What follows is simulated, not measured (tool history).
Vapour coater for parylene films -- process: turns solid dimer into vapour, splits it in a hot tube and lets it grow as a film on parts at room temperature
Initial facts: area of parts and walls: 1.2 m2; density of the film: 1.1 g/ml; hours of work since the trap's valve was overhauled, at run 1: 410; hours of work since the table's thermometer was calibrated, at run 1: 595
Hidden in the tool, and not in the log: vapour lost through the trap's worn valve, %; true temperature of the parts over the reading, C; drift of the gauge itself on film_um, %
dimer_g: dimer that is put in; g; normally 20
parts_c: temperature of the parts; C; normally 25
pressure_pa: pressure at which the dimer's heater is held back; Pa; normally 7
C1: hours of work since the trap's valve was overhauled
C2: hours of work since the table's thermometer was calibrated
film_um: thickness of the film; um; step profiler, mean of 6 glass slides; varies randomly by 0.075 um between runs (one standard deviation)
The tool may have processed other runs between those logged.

run 1 hour=0 | dimer_g=20 parts_c=25 pressure_pa=7 | C1=410 C2=595 | film_um=8.01
run 2 hour=13.8 | dimer_g=20 parts_c=25 pressure_pa=7 | C1=421 C2=606 | film_um=7.92
run 3 hour=37 | dimer_g=20 parts_c=25 pressure_pa=7 | C1=440 C2=625 | film_um=7.94
run 4 hour=48.8 | dimer_g=20 parts_c=25 pressure_pa=7 | C1=449 C2=634 | film_um=7.9
run 5 hour=58.6 | dimer_g=20 parts_c=25 pressure_pa=5.02 | C1=457 C2=642 | film_um=8.39
run 6 hour=80.7 | dimer_g=20 parts_c=25 pressure_pa=5.02 | C1=475 C2=660 | film_um=8.4
run 7 hour=97.9 | dimer_g=20 parts_c=32 pressure_pa=5.02 | C1=489 C2=673 | film_um=7.01
run 8 hour=121 | dimer_g=20 parts_c=32 pressure_pa=5.02 | C1=507 C2=692 | film_um=6.97
run 9 hour=142.3 | dimer_g=20 parts_c=32 pressure_pa=5.02 | C1=524 C2=709 | film_um=6.98
run 10 hour=165.3 | dimer_g=20 parts_c=25 pressure_pa=8.09 | C1=543 C2=727 | film_um=7.68
run 11 hour=182 | dimer_g=25 parts_c=25 pressure_pa=7 | C1=556 C2=741 | film_um=9.78
run 12 hour=199.6 | dimer_g=25 parts_c=25 pressure_pa=7 | C1=570 C2=755 | film_um=9.65
-- hour=205.1 trap's valve overhauled
run 13 hour=220 | dimer_g=14 parts_c=20 pressure_pa=9.71 | C1=12 C2=768 | film_um=5.28
run 14 hour=231.1 | dimer_g=14 parts_c=20 pressure_pa=9.71 | C1=21 C2=777 | film_um=5.39
run 15 hour=245.7 | dimer_g=25 parts_c=19 pressure_pa=10.46 | C1=32 C2=788 | film_um=9.64
run 16 hour=257.8 | dimer_g=25 parts_c=19 pressure_pa=10.46 | C1=42 C2=798 | film_um=9.46
run 17 hour=270.3 | dimer_g=27 parts_c=28 pressure_pa=2.23 | C1=52 C2=808 | film_um=10.75
run 18 hour=292.9 | dimer_g=9 parts_c=28 pressure_pa=8.23 | C1=70 C2=826 | film_um=2.8
run 19 hour=315.7 | dimer_g=9 parts_c=28 pressure_pa=8.23 | C1=88 C2=844 | film_um=2.84
-- hour=327.4 trap's valve overhauled, once more
run 20 hour=335.7 | dimer_g=12 parts_c=35 pressure_pa=4.06 | C1=7 C2=857 | film_um=4.64
run 21 hour=349.9 | dimer_g=12 parts_c=35 pressure_pa=4.06 | C1=18 C2=869 | film_um=4.61

What differs in the tool's unlogged condition from the final listed run ahead of each entry between runs to the first listed run following it?
Run 12 -> run 13: trap's valve overhauled (hour 205.1)
  vapour lost through the trap's worn valve, %: 15 -> 21.5; true temperature of the parts over the reading, C: -0.28 -> -0.29
  measured result minus the result with no hidden state, film_um: -1.61 -> -1.39 um
Run 19 -> run 20: trap's valve overhauled, once more (hour 327.4)
  vapour lost through the trap's worn valve, %: 23.3 -> 0.6; true temperature of the parts over the reading, C: -0.33 -> -0.34
  measured result minus the result with no hidden state, film_um: -0.83 -> +0.01 um

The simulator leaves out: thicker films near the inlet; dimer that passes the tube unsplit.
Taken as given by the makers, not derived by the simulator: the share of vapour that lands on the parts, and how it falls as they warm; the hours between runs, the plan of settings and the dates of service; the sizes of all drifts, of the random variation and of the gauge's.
